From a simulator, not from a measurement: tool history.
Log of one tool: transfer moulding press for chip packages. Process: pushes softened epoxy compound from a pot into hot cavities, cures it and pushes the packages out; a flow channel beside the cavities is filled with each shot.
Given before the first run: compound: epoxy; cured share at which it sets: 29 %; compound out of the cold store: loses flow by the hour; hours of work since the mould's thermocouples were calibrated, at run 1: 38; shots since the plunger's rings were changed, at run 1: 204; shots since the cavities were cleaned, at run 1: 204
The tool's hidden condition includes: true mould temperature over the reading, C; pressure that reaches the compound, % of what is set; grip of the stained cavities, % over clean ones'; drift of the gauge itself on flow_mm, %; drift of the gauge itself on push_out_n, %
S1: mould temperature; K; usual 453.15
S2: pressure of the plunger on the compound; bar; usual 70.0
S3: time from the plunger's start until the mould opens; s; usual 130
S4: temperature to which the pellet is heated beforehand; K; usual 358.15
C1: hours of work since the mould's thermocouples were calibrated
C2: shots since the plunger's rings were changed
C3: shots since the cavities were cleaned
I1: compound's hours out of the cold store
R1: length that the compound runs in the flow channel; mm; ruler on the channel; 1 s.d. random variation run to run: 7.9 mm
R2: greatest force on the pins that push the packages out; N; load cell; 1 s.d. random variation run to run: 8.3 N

Run 1, hour 0.0: usual settings; C1 38; C2 204; C3 204; I1 16.8. Result: R1 924 mm, R2 507 N.
Run 2, hour 76.4: usual settings but S4 361.15 K; C1 71; C2 713; C3 713; I1 19.4. Result: R1 928 mm, R2 647 N.
At hour 89.5: cavities cleaned with cleaning compound and waxed.
Run 3, hour 156.8: usual settings but S4 361.15 K; C1 105; C2 1239; C3 449; I1 18.0. Result: R1 919 mm, R2 569 N.
At hour 209.7: cavities cleaned with cleaning compound and waxed.
Run 4, hour 218.7: usual settings but S4 361.15 K; C1 131; C2 1642; C3 61; I1 31.3. Result: R1 865 mm, R2 424 N.
Run 5, hour 256.8: usual settings; C1 147; C2 1895; C3 314; I1 24.7. Result: R1 886 mm, R2 541 N.
Run 6, hour 314.7: usual settings; C1 172; C2 2281; C3 700; I1 20.4. Result: R1 897 mm, R2 654 N.
At hour 335.3: cavities cleaned with cleaning compound and waxed.
Run 7, hour 355.4: usual settings; C1 189; C2 2543; C3 135; I1 9.8. Result: R1 943 mm, R2 468 N.
Run 8, hour 421.4: usual settings but S2 58.6 bar; C1 217; C2 2982; C3 574; I1 46.3. Result: R1 740 mm, R2 587 N.
At hour 455.1: cavities cleaned with cleaning compound and waxed.
Run 9, hour 507.5: usual settings but S1 457.15 K; C1 253; C2 3546; C3 349; I1 47.2. Result: R1 778 mm, R2 456 N.
At hour 576.0: cavities cleaned with cleaning compound and waxed.
Run 10, hour 584.7: usual settings; C1 286; C2 4051; C3 59; I1 38.8. Result: R1 814 mm, R2 408 N.
At hour 630.7: mould's thermocouples calibrated.
Run 11, hour 654.6: usual settings; C1 10; C2 4503; C3 511; I1 34.5. Result: R1 826 mm, R2 562 N.
At hour 700.2: cavities cleaned with cleaning compound and waxed.
Run 12, hour 700.7: usual settings; C1 29; C2 4800; C3 3; I1 25.4. Result: R1 836 mm, R2 350 N.
At hour 721.8: plunger's sealing rings changed.
Run 13, hour 755.8: usual settings; C1 52; C2 226; C3 354; I1 19.0. Result: R1 934 mm, R2 522 N.
Run 14, hour 817.6: usual settings; C1 78; C2 638; C3 766; I1 29.0. Result: R1 881 mm, R2 643 N.
At hour 823.0: cavities cleaned with cleaning compound and waxed.
Run 15, hour 858.1: usual settings but S1 458.15 K, S2 63.9 bar, S3 135 s, S4 349.15 K; C1 95; C2 898; C3 234; I1 14.2. Result: R1 860 mm, R2 411 N.
Run 16, hour 909.5: usual settings but S1 458.15 K, S2 63.9 bar, S3 135 s, S4 349.15 K; C1 117; C2 1240; C3 576; I1 32.2. Result: R1 801 mm, R2 492 N.
At hour 947.4: cavities cleaned with cleaning compound and waxed.
Run 17, hour 975.1: usual settings but S2 85.5 bar, S4 348.15 K; C1 145; C2 1667; C3 184; I1 15.6. Result: R1 1021 mm, R2 474 N.
Run 18, hour 1022.3: usual settings but S2 68.1 bar; C1 165; C2 1982; C3 499; I1 25.8. Result: R1 860 mm, R2 548 N.
At hour 1067.0: cavities cleaned with cleaning compound and waxed.
Run 19, hour 1076.7: usual settings but S1 452.15 K, S4 365.15 K; C1 188; C2 2335; C3 65; I1 9.2. Result: R1 923 mm, R2 436 N.

Expected results for the next run?
Run 20, hour 1118.1: usual settings but S1 452.15 K, S4 365.15 K; C1 205; C2 2611; C3 341; I1 20.4. Result: R1 ?, R2 ?.

Logged for run 20: R1 889 mm, R2 570 N.
With no hidden state in the tool, this same run would have given R1 930 mm, R2 387 N.
